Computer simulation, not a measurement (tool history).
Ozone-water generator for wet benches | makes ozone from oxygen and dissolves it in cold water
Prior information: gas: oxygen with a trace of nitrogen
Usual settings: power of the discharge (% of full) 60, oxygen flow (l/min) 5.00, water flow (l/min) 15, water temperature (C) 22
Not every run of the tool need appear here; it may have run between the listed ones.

run	hour	power of the discharge (% of full)	oxygen flow (l/min)	water flow (l/min)	water temperature (C)	dissolved ozone (ppm)	ozone in the gas ahead of the water (g/m3)
1	0.0	60	5.00	15	22	16.1	128.3
2	69.8	60	5.00	15	22	15.9	129.5
3	120.7	47	5.00	15	22	13.0	107.9
4	197.8	60	5.00	15	22	16.0	128.0
5	289.2	60	5.00	15	22	16.1	128.9
6	368.0	60	5.00	15	19	17.0	131.2
7	423.7	60	5.00	15	22	16.0	130.1
8	523.3	60	5.00	15	22	16.0	128.8
9	643.4	60	5.00	15	22	15.7	128.8
10	696.2	60	5.00	15	22	16.0	129.0
# hour 803.7: contactor cleaned
11	815.2	60	5.00	15	22	15.9	129.8
12	910.8	60	5.00	15	22	15.9	129.9
13	968.6	99	5.00	15	22	23.3	190.4
14	1079.0	99	5.00	15	22	23.4	189.4
15	1191.6	99	5.00	15	22	23.3	190.5
16	1250.3	60	7.42	13	21	17.5	108.0
17	1344.6	89	5.00	23	22	15.4	176.0
18	1456.6	85	2.96	10	26	25.6	216.1
19	1574.2	60	4.73	15	22	15.9	131.7
20	1632.1	60	4.73	15	22	15.9	132.8
21	1696.5	60	4.73	15	22	15.9	132.7
22	1821.5	65	3.94	11	14	23.9	153.6
23	1906.8	65	3.94	11	14	24.1	152.4
24	2023.7	60	2.89	12	17	19.9	168.2
25	2120.3	60	5.00	9	16	24.7	130.5

Below are 5 alternative next runs, each starting from the tool's condition after run 25. Predict each:
A	2235.4	60	4.81	16	22	?	?
B	2235.4	63	5.00	9	17	?	?
C	2235.4	60	7.03	9	16	?	?
D	2235.4	60	3.73	18	22	?	?
E	2235.4	92	5.00	9	16	?	?

run	dissolved ozone (ppm)	ozone in the gas ahead of the water (g/m3)
A	15.2	131.0
B	25.0	134.9
C	23.6	111.5
D	13.6	147.7
E	33.9	178.7
What these runs would have given with no unlogged condition in the tool:
run	dissolved ozone (ppm)	ozone in the gas ahead of the water (g/m3)
A	15.2	131.1
B	25.0	135.1
C	23.7	111.6
D	13.7	147.8
E	33.9	178.9
